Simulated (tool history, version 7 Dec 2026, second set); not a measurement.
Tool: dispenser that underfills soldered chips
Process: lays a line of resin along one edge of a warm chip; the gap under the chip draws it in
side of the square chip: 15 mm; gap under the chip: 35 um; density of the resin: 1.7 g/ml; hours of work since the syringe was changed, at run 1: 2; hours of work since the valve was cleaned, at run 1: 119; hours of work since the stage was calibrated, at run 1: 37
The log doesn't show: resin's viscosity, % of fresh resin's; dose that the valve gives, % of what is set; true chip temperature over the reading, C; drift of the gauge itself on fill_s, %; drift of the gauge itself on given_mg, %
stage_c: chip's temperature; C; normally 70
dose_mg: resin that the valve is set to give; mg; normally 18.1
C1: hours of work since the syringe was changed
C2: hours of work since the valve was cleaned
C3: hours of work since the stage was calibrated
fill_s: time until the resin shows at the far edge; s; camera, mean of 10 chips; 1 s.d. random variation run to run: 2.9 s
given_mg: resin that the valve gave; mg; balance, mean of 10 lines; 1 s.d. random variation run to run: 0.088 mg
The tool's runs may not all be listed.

run 1 day=0 | stage_c=70 dose_mg=18.1 | C1=2 C2=119 C3=37 | fill_s=340.3 given_mg=16.67
run 2 day=0.271 | stage_c=70 dose_mg=19.9 | C1=6 C2=123 C3=41 | fill_s=454 given_mg=18.32
-- day=0.312 new syringe of resin
-- day=0.658 dispensing valve cleaned and set on the balance
run 3 day=0.704 | stage_c=70 dose_mg=21.7 | C1=5 C2=1 C3=47 | fill_s=418.1 given_mg=21.71
-- day=0.792 new syringe of resin
run 4 day=0.954 | stage_c=70 dose_mg=21.7 | C1=2 C2=4 C3=50 | fill_s=331.8 given_mg=21.57
run 5 day=1.158 | stage_c=70 dose_mg=21.7 | C1=6 C2=7 C3=53 | fill_s=408.9 given_mg=21.66
-- day=1.233 new syringe of resin
run 6 day=1.417 | stage_c=70 dose_mg=21.7 | C1=3 C2=11 C3=57 | fill_s=346.3 given_mg=21.78
-- day=1.671 new syringe of resin
run 7 day=1.717 | stage_c=71 dose_mg=18.1 | C1=1 C2=15 C3=61 | fill_s=299.3 given_mg=18.11
run 8 day=2.062 | stage_c=71 dose_mg=18.1 | C1=6 C2=21 C3=67 | fill_s=434.6 given_mg=17.9
-- day=2.112 new syringe of resin
run 9 day=2.358 | stage_c=78 dose_mg=18.1 | C1=4 C2=25 C3=71 | fill_s=263 given_mg=17.87
-- day=2.558 new syringe of resin
run 10 day=2.625 | stage_c=78 dose_mg=18.1 | C1=1 C2=29 C3=75 | fill_s=221.8 given_mg=17.83
run 11 day=2.871 | stage_c=78 dose_mg=18.1 | C1=5 C2=33 C3=79 | fill_s=290.2 given_mg=17.66
-- day=3.012 new syringe of resin
run 12 day=3.167 | stage_c=78 dose_mg=18.1 | C1=2 C2=37 C3=83 | fill_s=241.8 given_mg=17.58
run 13 day=3.342 | stage_c=78 dose_mg=18.1 | C1=5 C2=39 C3=85 | fill_s=291.6 given_mg=17.69
-- day=3.462 new syringe of resin
run 14 day=3.55 | stage_c=70 dose_mg=18.7 | C1=1 C2=42 C3=88 | fill_s=318.3 given_mg=18.37
run 15 day=3.817 | stage_c=57 dose_mg=21.5 | C1=5 C2=46 C3=92 | fill_s=819.4 given_mg=20.89
-- day=3.892 new syringe of resin
run 16 day=4.229 | stage_c=79 dose_mg=15.6 | C1=5 C2=52 C3=99 | fill_s=303.3 given_mg=15.19
-- day=4.346 new syringe of resin
run 17 day=4.496 | stage_c=55 dose_mg=16.5 | C1=2 C2=56 C3=102 | fill_s=783.2 given_mg=15.99
-- day=4.8 new syringe of resin
run 18 day=4.825 | stage_c=55 dose_mg=16.5 | C1=0 C2=61 C3=107 | fill_s=693.8 given_mg=15.94
run 19 day=5.133 | stage_c=62 dose_mg=20.7 | C1=5 C2=66 C3=112 | fill_s=634.9 given_mg=19.86

Each row is a separate what-if for the run after 19, all from the same tool condition, not one after another. Results?
-- day=5.25 new syringe of resin
run A day=5.362 | stage_c=70 dose_mg=22.2 | C1=2 C2=69 C3=115 | fill_s=? given_mg=?
-- day=5.25 new syringe of resin
run B day=5.362 | stage_c=62 dose_mg=18.2 | C1=2 C2=69 C3=115 | fill_s=? given_mg=?
-- day=5.25 new syringe of resin
run C day=5.362 | stage_c=84 dose_mg=17.6 | C1=2 C2=69 C3=115 | fill_s=? given_mg=?
-- day=5.25 new syringe of resin
run D day=5.362 | stage_c=81 dose_mg=17.7 | C1=2 C2=69 C3=115 | fill_s=? given_mg=?
-- day=5.25 new syringe of resin
run E day=5.362 | stage_c=62 dose_mg=21.1 | C1=2 C2=69 C3=115 | fill_s=? given_mg=?

run=A fill_s=328.8 given_mg=21.08
run=B fill_s=516.1 given_mg=17.61
run=C fill_s=183 given_mg=16.92
run=D fill_s=209.7 given_mg=16.92
run=E fill_s=493.4 given_mg=20.09
With the hidden condition removed and each run's random variation left untouched, the same runs would have given:
run=A fill_s=278 given_mg=22.02
run=B fill_s=432.5 given_mg=18.38
run=C fill_s=153.9 given_mg=17.66
run=D fill_s=176.2 given_mg=17.67
run=E fill_s=415.8 given_mg=20.97

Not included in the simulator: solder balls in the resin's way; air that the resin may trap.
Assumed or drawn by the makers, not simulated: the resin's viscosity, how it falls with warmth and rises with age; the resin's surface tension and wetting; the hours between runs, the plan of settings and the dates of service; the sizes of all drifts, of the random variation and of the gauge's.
